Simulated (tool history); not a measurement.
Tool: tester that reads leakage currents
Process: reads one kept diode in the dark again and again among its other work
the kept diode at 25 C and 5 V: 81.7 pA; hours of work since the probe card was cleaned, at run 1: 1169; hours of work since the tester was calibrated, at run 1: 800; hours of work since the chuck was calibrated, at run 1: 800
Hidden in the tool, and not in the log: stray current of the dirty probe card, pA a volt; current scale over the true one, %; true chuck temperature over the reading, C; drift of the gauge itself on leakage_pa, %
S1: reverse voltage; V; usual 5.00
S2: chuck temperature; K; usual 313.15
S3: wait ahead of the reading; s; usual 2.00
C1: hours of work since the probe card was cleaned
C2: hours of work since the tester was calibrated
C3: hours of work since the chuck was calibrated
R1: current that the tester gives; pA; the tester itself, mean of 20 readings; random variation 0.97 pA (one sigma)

Run 1, hour 0.0: usual settings; C1 1169; C2 800; C3 800. Result: R1 287.16 pA.
Run 2, hour 28.4: usual settings; C1 1189; C2 820; C3 820. Result: R1 286.89 pA.
Run 3, hour 61.2: usual settings but S1 4.73 V; C1 1212; C2 843; C3 843. Result: R1 278.97 pA.
Run 4, hour 91.0: usual settings but S1 4.73 V; C1 1233; C2 864; C3 864. Result: R1 277.11 pA.
Run 5, hour 121.5: usual settings but S1 4.73 V; C1 1254; C2 885; C3 885. Result: R1 276.63 pA.
Run 6, hour 153.1: usual settings but S1 4.73 V; C1 1277; C2 907; C3 907. Result: R1 274.54 pA.
Run 7, hour 174.6: usual settings but S1 4.73 V; C1 1292; C2 922; C3 922. Result: R1 274.25 pA.
Run 8, hour 212.2: usual settings but S1 4.73 V; C1 1318; C2 949; C3 949. Result: R1 272.74 pA.
Run 9, hour 254.6: usual settings but S1 4.73 V; C1 1348; C2 978; C3 978. Result: R1 271.63 pA.
Run 10, hour 289.9: usual settings but S1 4.73 V; C1 1372; C2 1003; C3 1003. Result: R1 271.00 pA.
Run 11, hour 334.5: usual settings but S3 0.83 s; C1 1404; C2 1034; C3 1034. Result: R1 276.04 pA.
Run 12, hour 363.4: usual settings but S2 303.15 K; C1 1424; C2 1055; C3 1055. Result: R1 111.82 pA.
Run 13, hour 384.7: usual settings but S2 303.15 K; C1 1439; C2 1070; C3 1070. Result: R1 112.14 pA.
Run 14, hour 422.7: usual settings but S2 303.15 K; C1 1466; C2 1096; C3 1096. Result: R1 111.38 pA.
Run 15, hour 452.4: usual settings but S2 303.15 K; C1 1486; C2 1117; C3 1117. Result: R1 111.11 pA.
Run 16, hour 481.7: usual settings but S2 303.15 K; C1 1507; C2 1138; C3 1138. Result: R1 110.43 pA.
Run 17, hour 505.3: usual settings but S3 0.45 s; C1 1523; C2 1154; C3 1154. Result: R1 271.69 pA.
Run 18, hour 531.2: usual settings but S3 0.45 s; C1 1542; C2 1172; C3 1172. Result: R1 270.93 pA.
At hour 535.6: chuck's temperature calibrated.
Run 19, hour 567.1: usual settings but S3 0.45 s; C1 1565; C2 1196; C3 22. Result: R1 329.27 pA.
Run 20, hour 590.6: usual settings but S3 0.45 s; C1 1582; C2 1213; C3 39. Result: R1 328.05 pA.
At hour 603.1: probe card cleaned and baked.
Run 21, hour 626.7: usual settings but S1 1.36 V, S2 331.15 K, S3 7.14 s; C1 17; C2 1236; C3 62. Result: R1 819.04 pA.
Run 22, hour 654.2: usual settings but S1 3.56 V, S2 296.15 K, S3 3.07 s; C1 36; C2 1255; C3 81. Result: R1 58.34 pA.
Run 23, hour 676.6: usual settings but S1 3.78 V, S2 324.15 K, S3 3.07 s; C1 52; C2 1271; C3 97. Result: R1 716.53 pA.
Run 24, hour 719.9: usual settings but S1 3.78 V, S2 297.15 K, S3 3.07 s; C1 82; C2 1301; C3 127. Result: R1 65.46 pA.
Run 25, hour 761.8: usual settings but S1 8.11 V, S2 301.15 K, S3 1.21 s; C1 111; C2 1331; C3 157. Result: R1 132.26 pA.
Run 26, hour 797.1: usual settings but S1 3.56 V, S2 294.15 K, S3 5.35 s; C1 136; C2 1355; C3 181. Result: R1 46.85 pA.
Run 27, hour 833.2: usual settings but S1 5.01 V, S2 294.15 K, S3 0.49 s; C1 161; C2 1381; C3 207. Result: R1 56.42 pA.
Run 28, hour 859.3: usual settings but S1 5.01 V, S2 315.15 K, S3 0.49 s; C1 180; C2 1399; C3 225. Result: R1 375.77 pA.
Run 29, hour 897.3: usual settings but S1 5.01 V, S2 315.15 K, S3 6.87 s; C1 206; C2 1425; C3 251. Result: R1 369.09 pA.
Run 30, hour 920.7: usual settings but S1 3.00 V, S2 306.15 K, S3 4.53 s; C1 223; C2 1442; C3 268. Result: R1 133.14 pA.
Run 31, hour 947.6: usual settings but S1 3.19 V, S2 309.15 K, S3 4.86 s; C1 242; C2 1461; C3 287. Result: R1 178.70 pA.
Run 32, hour 982.6: usual settings but S1 3.19 V, S2 309.15 K, S3 4.86 s; C1 266; C2 1485; C3 311. Result: R1 178.41 pA.
Run 33, hour 1009.2: usual settings but S1 1.37 V, S2 306.15 K, S3 0.34 s; C1 285; C2 1504; C3 330. Result: R1 96.33 pA.
Run 34, hour 1039.6: usual settings but S1 1.37 V, S2 306.15 K, S3 0.34 s; C1 306; C2 1525; C3 351. Result: R1 95.76 pA.
Run 35, hour 1071.8: usual settings but S1 1.42 V, S2 306.15 K, S3 3.20 s; C1 329; C2 1548; C3 374. Result: R1 96.33 pA.
Run 36, hour 1114.2: usual settings but S3 3.10 s; C1 358; C2 1578; C3 404. Result: R1 301.92 pA.
Run 37, hour 1150.9: usual settings but S1 16.79 V, S3 8.85 s; C1 384; C2 1603; C3 429. Result: R1 502.28 pA.
Run 38, hour 1189.6: usual settings but S2 305.15 K; C1 411; C2 1630; C3 456. Result: R1 147.26 pA.
Run 39, hour 1225.3: usual settings but S2 316.15 K; C1 436; C2 1655; C3 481. Result: R1 386.86 pA.
Run 40, hour 1248.0: usual settings but S2 316.15 K; C1 452; C2 1671; C3 497. Result: R1 387.61 pA.

3 ways to go on from here, each from the tool as it stands after run 40. What would each give?
Run A, hour 1285.1: usual settings but S2 294.15 K; C1 478; C2 1697; C3 523. Result: R1 ?.
Run B, hour 1285.1: usual settings but S2 316.15 K, S3 2.45 s; C1 478; C2 1697; C3 523. Result: R1 ?.
Run C, hour 1285.1: usual settings but S1 6.62 V, S3 2.36 s; C1 478; C2 1697; C3 523. Result: R1 ?.

run      R1
  A   51.61
  B  382.34
  C  333.34
Without the tool's hidden state the same runs would have given:
run      R1
  A   55.92
  B  416.12
  C  362.87
